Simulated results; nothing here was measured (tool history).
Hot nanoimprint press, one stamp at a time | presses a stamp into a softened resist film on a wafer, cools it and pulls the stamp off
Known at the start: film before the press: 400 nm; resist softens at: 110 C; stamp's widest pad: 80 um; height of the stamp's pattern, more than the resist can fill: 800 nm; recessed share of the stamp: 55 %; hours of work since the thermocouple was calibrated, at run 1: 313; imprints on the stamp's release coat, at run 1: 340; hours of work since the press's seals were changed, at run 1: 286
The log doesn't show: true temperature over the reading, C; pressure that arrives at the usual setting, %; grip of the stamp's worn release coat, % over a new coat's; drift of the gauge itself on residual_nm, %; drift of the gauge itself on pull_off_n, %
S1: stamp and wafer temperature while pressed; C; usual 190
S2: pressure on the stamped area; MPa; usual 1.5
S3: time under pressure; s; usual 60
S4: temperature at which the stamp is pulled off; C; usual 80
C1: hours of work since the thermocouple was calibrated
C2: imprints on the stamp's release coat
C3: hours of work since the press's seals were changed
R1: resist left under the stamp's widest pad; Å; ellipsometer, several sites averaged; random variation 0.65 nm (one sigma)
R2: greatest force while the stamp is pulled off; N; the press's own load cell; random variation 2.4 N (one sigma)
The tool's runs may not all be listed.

{"run": 1, "hour": 0.0, "S1": 190, "S2": 1.5, "S3": 60, "S4": 80, "C1": 313, "C2": 340, "C3": 286, "R1": 2297, "R2": 108}
{"run": 2, "hour": 37.6, "S1": 190, "S2": 1.5, "S3": 60, "S4": 80, "C1": 333, "C2": 457, "C3": 306, "R1": 2301, "R2": 113}
{"run": 3, "hour": 68.4, "S1": 190, "S2": 1.5, "S3": 117, "S4": 80, "C1": 350, "C2": 553, "C3": 323, "R1": 1833, "R2": 109}
{"run": 4, "hour": 111.1, "S1": 190, "S2": 1.5, "S3": 117, "S4": 80, "C1": 373, "C2": 687, "C3": 346, "R1": 1834, "R2": 108}
{"run": 5, "hour": 149.0, "S1": 190, "S2": 1.5, "S3": 60, "S4": 80, "C1": 394, "C2": 805, "C3": 366, "R1": 2301, "R2": 114}
{"run": 6, "hour": 178.1, "S1": 190, "S2": 1.5, "S3": 60, "S4": 80, "C1": 409, "C2": 896, "C3": 382, "R1": 2291, "R2": 112}
{"run": 7, "hour": 203.4, "S1": 190, "S2": 1.5, "S3": 60, "S4": 80, "C1": 423, "C2": 974, "C3": 396, "R1": 2292, "R2": 112}
{"run": 8, "hour": 232.6, "S1": 190, "S2": 1.5, "S3": 60, "S4": 80, "C1": 439, "C2": 1066, "C3": 412, "R1": 2286, "R2": 109}
{"run": 9, "hour": 270.0, "S1": 190, "S2": 1.5, "S3": 60, "S4": 76, "C1": 459, "C2": 1182, "C3": 432, "R1": 2293, "R2": 124}
{"run": 10, "hour": 292.9, "S1": 190, "S2": 1.5, "S3": 60, "S4": 76, "C1": 471, "C2": 1254, "C3": 444, "R1": 2285, "R2": 124}
{"run": 11, "hour": 332.2, "S1": 190, "S2": 1.5, "S3": 60, "S4": 76, "C1": 493, "C2": 1376, "C3": 465, "R1": 2295, "R2": 120}
{"hour": 352.6, "done": "plate thermocouple calibrated"}
{"run": 12, "hour": 355.2, "S1": 190, "S2": 1.5, "S3": 60, "S4": 76, "C1": 1, "C2": 1439, "C3": 476, "R1": 2286, "R2": 123}
{"run": 13, "hour": 381.7, "S1": 190, "S2": 1.5, "S3": 60, "S4": 76, "C1": 16, "C2": 1521, "C3": 491, "R1": 2290, "R2": 128}
{"run": 14, "hour": 399.8, "S1": 190, "S2": 1.5, "S3": 60, "S4": 76, "C1": 26, "C2": 1578, "C3": 500, "R1": 2282, "R2": 121}
{"hour": 432.3, "done": "press's hydraulic seals changed and the load cell set to zero"}
{"run": 15, "hour": 434.0, "S1": 190, "S2": 1.5, "S3": 60, "S4": 76, "C1": 40, "C2": 1660, "C3": 1, "R1": 2280, "R2": 123}
{"hour": 460.6, "done": "stamp cleaned and given a new release coat"}
{"run": 16, "hour": 463.4, "S1": 190, "S2": 1.5, "S3": 60, "S4": 76, "C1": 52, "C2": 9, "C3": 14, "R1": 2289, "R2": 122}
{"run": 17, "hour": 504.5, "S1": 190, "S2": 1.09, "S3": 62, "S4": 76, "C1": 75, "C2": 137, "C3": 36, "R1": 2552, "R2": 119}
{"run": 18, "hour": 528.3, "S1": 190, "S2": 1.09, "S3": 62, "S4": 76, "C1": 87, "C2": 211, "C3": 49, "R1": 2558, "R2": 122}
{"run": 19, "hour": 563.1, "S1": 195, "S2": 1.09, "S3": 62, "S4": 70, "C1": 106, "C2": 319, "C3": 67, "R1": 2263, "R2": 130}
{"run": 20, "hour": 582.8, "S1": 198, "S2": 1.5, "S3": 60, "S4": 70, "C1": 117, "C2": 381, "C3": 78, "R1": 1837, "R2": 135}
{"run": 21, "hour": 605.1, "S1": 187, "S2": 2.09, "S3": 60, "S4": 74, "C1": 129, "C2": 451, "C3": 90, "R1": 2145, "R2": 125}
{"run": 22, "hour": 631.5, "S1": 187, "S2": 2.09, "S3": 60, "S4": 74, "C1": 143, "C2": 533, "C3": 104, "R1": 2153, "R2": 130}
{"run": 23, "hour": 663.0, "S1": 182, "S2": 1.5, "S3": 95, "S4": 80, "C1": 160, "C2": 631, "C3": 122, "R1": 2458, "R2": 112}
{"run": 24, "hour": 688.5, "S1": 195, "S2": 1.5, "S3": 95, "S4": 80, "C1": 174, "C2": 711, "C3": 135, "R1": 1689, "R2": 115}
{"run": 25, "hour": 731.3, "S1": 195, "S2": 1.5, "S3": 116, "S4": 80, "C1": 197, "C2": 844, "C3": 158, "R1": 1571, "R2": 113}
{"run": 26, "hour": 753.2, "S1": 179, "S2": 2.09, "S3": 116, "S4": 85, "C1": 209, "C2": 912, "C3": 170, "R1": 2193, "R2": 100}
{"run": 27, "hour": 780.3, "S1": 179, "S2": 2.09, "S3": 116, "S4": 85, "C1": 224, "C2": 997, "C3": 185, "R1": 2207, "R2": 98}
{"run": 28, "hour": 804.5, "S1": 194, "S2": 2.09, "S3": 76, "S4": 85, "C1": 237, "C2": 1072, "C3": 198, "R1": 1598, "R2": 96}
{"run": 29, "hour": 828.0, "S1": 178, "S2": 0.9, "S3": 60, "S4": 80, "C1": 249, "C2": 1146, "C3": 211, "R1": 3371, "R2": 113}

The same runs without the tool's hidden state, with the same run-to-run variation:
run=1 R1=2295
run=2 R1=2300
run=3 R1=1833
run=4 R1=1835
run=5 R1=2304
run=6 R1=2294
run=7 R1=2296
run=8 R1=2292
run=9 R1=2300
run=10 R1=2292
run=11 R1=2304
run=12 R1=2297
run=13 R1=2302
run=14 R1=2295
run=15 R1=2294
run=16 R1=2304
run=17 R1=2570
run=18 R1=2576
run=19 R1=2281
run=20 R1=1852
run=21 R1=2162
run=22 R1=2171
run=23 R1=2481
run=24 R1=1705
run=25 R1=1586
run=26 R1=2215
run=27 R1=2230
run=28 R1=1616
run=29 R1=3410
R2: within 2 N of the measured result in every run.
